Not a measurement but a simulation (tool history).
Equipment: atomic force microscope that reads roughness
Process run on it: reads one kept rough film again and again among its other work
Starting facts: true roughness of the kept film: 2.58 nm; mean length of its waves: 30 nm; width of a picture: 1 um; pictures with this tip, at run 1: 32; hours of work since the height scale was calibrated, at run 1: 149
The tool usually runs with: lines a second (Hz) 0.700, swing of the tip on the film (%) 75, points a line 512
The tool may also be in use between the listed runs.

run,hour,lines a second (Hz),swing of the tip on the film (%),points a line,pictures with this tip,hours of work since the height scale was calibrated,roughness of the kept film (nm (root mean square))
1,0.0,0.700,75,512,32,149,1.843
# hour 36.5: new tip fitted
2,38.4,0.700,75,512,1,164,2.171
3,57.2,0.700,75,512,17,171,2.025
4,93.8,0.700,75,512,48,186,1.781
# hour 97.9: height scale calibrated on a step standard
# hour 112.4: new tip fitted
5,128.1,0.700,75,512,13,12,2.056
6,145.3,0.700,75,512,27,19,1.929
7,174.2,1.147,75,512,52,31,1.712
# hour 187.4: new tip fitted
8,195.1,0.855,75,903,7,39,2.071
9,232.1,0.855,61,903,38,54,1.895
# hour 262.9: height scale calibrated on a step standard, once more
# hour 263.4: new tip fitted
10,268.2,0.700,66,612,4,2,2.193
11,307.9,0.700,66,612,38,18,1.866

Run 12 is up next; what results do you expect?
# hour 337.4: new tip fitted
12,344.5,0.624,68,478,6,33,?

For run 12 the tool returned roughness of the kept film (nm (root mean square)) 2.165.
Without the tool's hidden state the same run would have given roughness of the kept film (nm (root mean square)) 2.240.

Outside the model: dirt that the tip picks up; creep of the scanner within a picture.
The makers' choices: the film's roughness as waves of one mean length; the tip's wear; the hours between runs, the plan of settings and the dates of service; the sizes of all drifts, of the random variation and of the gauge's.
